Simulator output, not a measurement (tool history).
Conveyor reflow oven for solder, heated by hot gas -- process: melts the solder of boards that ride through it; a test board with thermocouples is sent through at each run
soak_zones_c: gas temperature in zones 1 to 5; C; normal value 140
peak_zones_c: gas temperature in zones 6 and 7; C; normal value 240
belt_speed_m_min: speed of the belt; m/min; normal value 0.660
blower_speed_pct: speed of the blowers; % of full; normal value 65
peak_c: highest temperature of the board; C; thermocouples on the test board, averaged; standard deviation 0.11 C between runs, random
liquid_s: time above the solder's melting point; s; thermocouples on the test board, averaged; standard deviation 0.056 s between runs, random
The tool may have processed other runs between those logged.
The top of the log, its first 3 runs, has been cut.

run,day,soak_zones_c,peak_zones_c,belt_speed_m_min,blower_speed_pct,peak_c,liquid_s
4,0.679,140,240,0.660,73,226.3,61.69
5,1.125,140,240,0.660,73,226.1,61.69
6,1.575,140,240,0.660,73,226.2,61.66
7,1.933,140,240,0.660,73,226.1,61.66
8,2.167,140,240,0.660,73,226.0,61.71
9,2.358,140,243,0.660,73,228.8,63.04
10,2.646,140,243,0.660,73,228.6,63.09
11,2.992,140,243,0.660,73,228.8,63.12
12,3.321,140,243,0.660,73,228.8,63.11
13,3.700,140,240,0.660,71,225.4,61.26
14,4.121,144,240,0.660,65,224.3,61.82
15,4.567,144,240,0.660,65,224.4,61.79
16,4.821,144,240,0.683,65,223.3,59.05
17,5.208,133,242,0.659,83,229.2,61.63
18,5.483,140,240,0.549,68,229.6,76.94
19,5.771,140,240,0.549,68,229.6,76.84
20,6.217,140,240,0.549,68,229.6,76.95
21,6.592,140,240,0.549,68,229.6,77.04
22,7.004,130,233,0.589,69,220.3,62.58
23,7.225,140,231,0.565,65,219.8,68.55
24,7.483,140,231,0.565,65,219.8,68.53
25,7.700,151,232,0.790,63,212.7,46.23
26,8.046,152,231,0.782,65,212.8,47.48
27,8.375,152,252,0.782,55,226.1,55.13
28,8.625,127,240,0.554,65,226.9,70.25

Predict the results of run 29:
29,8.875,127,240,0.554,65,?,?

peak_c: 226.9 C
liquid_s: 70.14 s
If the tool had no hidden condition, the same run with the same run-to-run variation would have returned peak_c 227.8 C, liquid_s 70.07 s.
